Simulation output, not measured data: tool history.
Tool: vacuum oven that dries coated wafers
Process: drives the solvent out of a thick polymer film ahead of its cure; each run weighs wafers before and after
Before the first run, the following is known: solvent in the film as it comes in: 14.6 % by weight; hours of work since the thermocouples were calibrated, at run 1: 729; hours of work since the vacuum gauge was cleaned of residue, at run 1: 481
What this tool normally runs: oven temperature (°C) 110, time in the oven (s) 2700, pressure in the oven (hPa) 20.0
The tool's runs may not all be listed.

run	hour	oven temperature (°C)	time in the oven (s)	pressure in the oven (hPa)	hours of work since the thermocouples were calibrated	hours of work since the vacuum gauge was cleaned of residue	solvent left in the film (%)
1	0.0	110	2700	20.0	729	481	4.13
2	13.3	110	2700	20.0	737	489	3.97
3	26.5	110	4320	20.0	745	497	2.50
4	38.7	110	4320	20.0	752	504	2.59
5	56.8	110	4320	20.0	762	514	2.55
6	74.5	110	4320	20.0	773	524	2.45
7	92.6	110	4320	20.0	783	535	2.55
8	109.4	110	4320	20.0	793	545	2.55
9	122.6	110	4320	20.0	801	552	2.56
# hour 126.5: oven's thermocouples calibrated
10	141.9	110	2700	20.0	9	563	4.27
11	160.0	102	4320	14.1	20	573	4.35
# hour 164.8: oven's thermocouples calibrated, once more
12	176.9	102	4320	16.7	7	582	4.02
13	189.4	102	2760	16.7	14	589	5.62
14	207.1	102	2760	16.7	25	599	5.70
15	222.9	102	2760	31.0	34	608	6.59
16	234.2	123	2760	31.0	40	615	1.75
17	255.0	101	2460	31.0	52	627	7.04
18	274.5	102	4020	51.3	64	638	6.40
19	289.8	111	2700	44.3	73	647	4.70
20	303.0	101	4200	32.8	80	655	5.45

Each row is a separate what-if for the run after 20, all from the same tool condition, not one after another. Results?
A	321.3	119	2580	60.7	91	666	?
B	321.3	101	4680	32.8	91	666	?
C	321.3	106	2700	20.0	91	666	?
D	321.3	123	2700	16.2	91	666	?

run	solvent left in the film (%)
A	3.75
B	5.05
C	4.87
D	1.26
Take away the tool's hidden state, keep each run's random variation, and the runs would have read:
run	solvent left in the film (%)
A	3.62
B	4.86
C	4.71
D	1.17
